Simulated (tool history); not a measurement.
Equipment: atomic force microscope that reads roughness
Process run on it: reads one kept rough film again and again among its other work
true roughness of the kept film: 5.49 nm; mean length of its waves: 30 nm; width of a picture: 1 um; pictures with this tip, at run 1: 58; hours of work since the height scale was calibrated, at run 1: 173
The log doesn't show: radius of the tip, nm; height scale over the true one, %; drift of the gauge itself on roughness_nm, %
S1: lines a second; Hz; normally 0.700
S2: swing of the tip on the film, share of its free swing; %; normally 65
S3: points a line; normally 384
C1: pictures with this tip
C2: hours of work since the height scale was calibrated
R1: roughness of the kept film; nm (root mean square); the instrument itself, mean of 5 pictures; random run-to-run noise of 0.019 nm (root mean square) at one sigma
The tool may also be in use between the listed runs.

run     day     S1  S2   S3   C1   C2     R1
  1   0.000  0.700  65  384   58  173  4.265
  2   3.042  0.700  65  384  143  217  3.790
  3   4.675  0.700  65  384  189  240  3.599
      5.654  -- new tip fitted
  4   7.321  0.700  65  384   47  279  4.237
  5  10.429  0.700  65  384  134  324  3.850
  6  12.262  3.832  74  294  185  350  3.166
     13.396  -- new tip fitted
  7  14.179  3.832  74  294   22  378  3.910
  8  16.908  3.409  81  809   98  417  3.443
  9  18.729  0.700  70  314  149  444  3.757
     21.029  -- new tip fitted
 10  21.108  0.700  70  314    2  478  4.484

Alternative continuations, all from the tool just after run 10; predict every row:
  A  22.983  0.700  70   650  55  505   ?
  B  22.983  1.090  65  1024  55  505   ?
  C  22.983  2.301  74   314  55  505   ?

run     R1
  A  4.224
  B  4.240
  C  3.975
Take away the tool's hidden state, keep each run's random variation, and the runs would have read:
run     R1
  A  4.577
  B  4.596
  C  4.308
